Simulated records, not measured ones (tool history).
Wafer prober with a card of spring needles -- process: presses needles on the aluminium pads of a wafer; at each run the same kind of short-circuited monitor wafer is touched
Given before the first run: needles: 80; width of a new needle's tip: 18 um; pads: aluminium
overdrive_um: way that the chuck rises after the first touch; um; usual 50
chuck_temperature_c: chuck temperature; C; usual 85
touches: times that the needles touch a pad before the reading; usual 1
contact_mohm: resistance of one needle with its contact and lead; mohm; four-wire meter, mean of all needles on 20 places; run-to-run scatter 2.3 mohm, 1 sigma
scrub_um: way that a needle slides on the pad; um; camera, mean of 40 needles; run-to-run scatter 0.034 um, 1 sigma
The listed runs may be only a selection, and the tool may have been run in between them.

Run 1, hour 0.0: usual settings. Result: contact_mohm 265 mohm, scrub_um 11.28 um.
At hour 8.2: tips cleaned on abrasive film.
Run 2, hour 14.2: usual settings. Result: contact_mohm 257 mohm, scrub_um 11.22 um.
At hour 20.3: tips cleaned on abrasive film.
Run 3, hour 24.2: usual settings but chuck_temperature_c 60 C. Result: contact_mohm 255 mohm, scrub_um 11.23 um.
At hour 31.3: tips cleaned on abrasive film.
Run 4, hour 36.5: usual settings. Result: contact_mohm 261 mohm, scrub_um 11.30 um.
At hour 42.6: tips cleaned on abrasive film.
At hour 54.0: tips cleaned on abrasive film.
Run 5, hour 56.1: usual settings. Result: contact_mohm 261 mohm, scrub_um 11.34 um.
At hour 65.7: tips cleaned on abrasive film.
Run 6, hour 70.9: usual settings. Result: contact_mohm 263 mohm, scrub_um 11.33 um.
At hour 78.0: tips cleaned on abrasive film.
At hour 89.1: tips cleaned on abrasive film.
Run 7, hour 91.8: usual settings. Result: contact_mohm 260 mohm, scrub_um 11.35 um.
At hour 100.8: tips cleaned on abrasive film.
Run 8, hour 107.8: usual settings. Result: contact_mohm 259 mohm, scrub_um 11.29 um.
At hour 112.0: tips cleaned on abrasive film.
Run 9, hour 121.5: usual settings but overdrive_um 62 um. Result: contact_mohm 259 mohm, scrub_um 14.10 um.
At hour 124.5: tips cleaned on abrasive film.
At hour 135.8: tips cleaned on abrasive film.
Run 10, hour 142.2: usual settings but overdrive_um 62 um. Result: contact_mohm 259 mohm, scrub_um 14.13 um.
At hour 147.1: tips cleaned on abrasive film.
At hour 158.2: tips cleaned on abrasive film.
Run 11, hour 160.4: usual settings but overdrive_um 62 um. Result: contact_mohm 257 mohm, scrub_um 14.12 um.
At hour 169.8: tips cleaned on abrasive film.
At hour 181.4: tips cleaned on abrasive film.
Run 12, hour 182.0: usual settings. Result: contact_mohm 265 mohm, scrub_um 11.42 um.
At hour 193.4: tips cleaned on abrasive film.
Run 13, hour 195.2: usual settings. Result: contact_mohm 261 mohm, scrub_um 11.39 um.
At hour 205.0: tips cleaned on abrasive film.
At hour 216.6: tips cleaned on abrasive film.
Run 14, hour 217.3: usual settings. Result: contact_mohm 261 mohm, scrub_um 11.45 um.
At hour 228.1: tips cleaned on abrasive film.
Run 15, hour 228.4: usual settings but overdrive_um 55 um. Result: contact_mohm 262 mohm, scrub_um 12.60 um.
At hour 239.2: tips cleaned on abrasive film.
At hour 250.2: tips cleaned on abrasive film.
Run 16, hour 250.9: usual settings but overdrive_um 55 um. Result: contact_mohm 257 mohm, scrub_um 12.58 um.
Run 17, hour 260.2: usual settings but overdrive_um 55 um. Result: contact_mohm 265 mohm, scrub_um 12.69 um.
At hour 262.0: tips cleaned on abrasive film.
At hour 272.7: height of the first contact set anew.
At hour 274.5: tips cleaned on abrasive film.
Run 18, hour 276.0: usual settings but overdrive_um 57 um, chuck_temperature_c 44 C, touches 3. Result: contact_mohm 246 mohm, scrub_um 13.08 um.
At hour 287.2: tips cleaned on abrasive film.
Run 19, hour 296.2: usual settings but overdrive_um 57 um, chuck_temperature_c 31 C. Result: contact_mohm 243 mohm, scrub_um 13.08 um.
At hour 299.0: tips cleaned on abrasive film.
Run 20, hour 308.8: usual settings but overdrive_um 47 um, chuck_temperature_c 31 C. Result: contact_mohm 246 mohm, scrub_um 10.83 um.
At hour 310.2: tips cleaned on abrasive film.
At hour 322.6: tips cleaned on abrasive film.
Run 21, hour 330.9: usual settings but overdrive_um 47 um, chuck_temperature_c 31 C. Result: contact_mohm 245 mohm, scrub_um 10.82 um.
At hour 334.0: tips cleaned on abrasive film.
At hour 346.8: tips cleaned on abrasive film.
Run 22, hour 346.8: usual settings but overdrive_um 47 um, chuck_temperature_c 31 C. Result: contact_mohm 245 mohm, scrub_um 10.81 um.
At hour 357.1: gauge calibrated.
At hour 358.2: tips cleaned on abrasive film.
Run 23, hour 365.5: usual settings but overdrive_um 67 um, touches 3. Result: contact_mohm 254 mohm, scrub_um 15.05 um.
At hour 370.8: tips cleaned on abrasive film.
Run 24, hour 379.5: usual settings but chuck_temperature_c 62 C. Result: contact_mohm 256 mohm, scrub_um 11.27 um.
At hour 382.1: tips cleaned on abrasive film.
At hour 393.9: tips cleaned on abrasive film.
Run 25, hour 394.3: usual settings but chuck_temperature_c 62 C. Result: contact_mohm 251 mohm, scrub_um 11.30 um.
At hour 406.2: tips cleaned on abrasive film.
Run 26, hour 412.1: usual settings but chuck_temperature_c 62 C. Result: contact_mohm 254 mohm, scrub_um 11.32 um.
At hour 418.5: tips cleaned on abrasive film.
Run 27, hour 428.8: usual settings but chuck_temperature_c 62 C. Result: contact_mohm 252 mohm, scrub_um 11.29 um.
At hour 430.9: tips cleaned on abrasive film.
Run 28, hour 440.4: usual settings but chuck_temperature_c 31 C. Result: contact_mohm 244 mohm, scrub_um 11.30 um.

Estimate the outcome of run 29 from the log above:
At hour 442.4: tips cleaned on abrasive film.
At hour 453.5: tips cleaned on abrasive film.
Run 29, hour 457.8: usual settings but chuck_temperature_c 31 C. Result: contact_mohm ?, scrub_um ?.

For run 29 the tool returned contact_mohm 245 mohm, scrub_um 11.32 um.
Without the tool's hidden state the same run would have given contact_mohm 245 mohm, scrub_um 11.24 um.
